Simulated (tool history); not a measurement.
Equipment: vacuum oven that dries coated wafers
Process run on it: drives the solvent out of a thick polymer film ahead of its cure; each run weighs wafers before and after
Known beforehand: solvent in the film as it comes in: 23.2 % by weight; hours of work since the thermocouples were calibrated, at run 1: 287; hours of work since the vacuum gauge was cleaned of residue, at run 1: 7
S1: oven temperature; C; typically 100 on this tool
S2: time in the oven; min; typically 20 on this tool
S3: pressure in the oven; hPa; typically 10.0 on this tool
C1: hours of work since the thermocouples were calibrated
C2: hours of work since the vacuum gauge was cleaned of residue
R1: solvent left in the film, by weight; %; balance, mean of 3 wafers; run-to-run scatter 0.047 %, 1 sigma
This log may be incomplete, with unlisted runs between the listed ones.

run 1 day=0.000 | S1=100 S2=20 S3=10.0 | C1=287 C2=7 | R1=1.40
run 2 day=0.612 | S1=100 S2=20 S3=5.6 | C1=293 C2=14 | R1=1.15
run 3 day=0.992 | S1=100 S2=20 S3=5.6 | C1=297 C2=18 | R1=1.14
run 4 day=1.429 | S1=100 S2=20 S3=10.0 | C1=302 C2=22 | R1=1.47
run 5 day=1.879 | S1=100 S2=20 S3=10.0 | C1=307 C2=27 | R1=1.45
run 6 day=2.550 | S1=100 S2=20 S3=10.0 | C1=314 C2=34 | R1=1.49
run 7 day=2.950 | S1=100 S2=20 S3=10.0 | C1=318 C2=38 | R1=1.43
run 8 day=3.383 | S1=100 S2=20 S3=10.0 | C1=322 C2=42 | R1=1.43

Forecast run 9:
run 9 day=3.708 | S1=100 S2=10 S3=11.9 | C1=326 C2=46 | R1=?

Run 9 produced R1 4.45 %.
If the tool had no hidden condition, the same run with the same run-to-run variation would have returned R1 4.35 %.

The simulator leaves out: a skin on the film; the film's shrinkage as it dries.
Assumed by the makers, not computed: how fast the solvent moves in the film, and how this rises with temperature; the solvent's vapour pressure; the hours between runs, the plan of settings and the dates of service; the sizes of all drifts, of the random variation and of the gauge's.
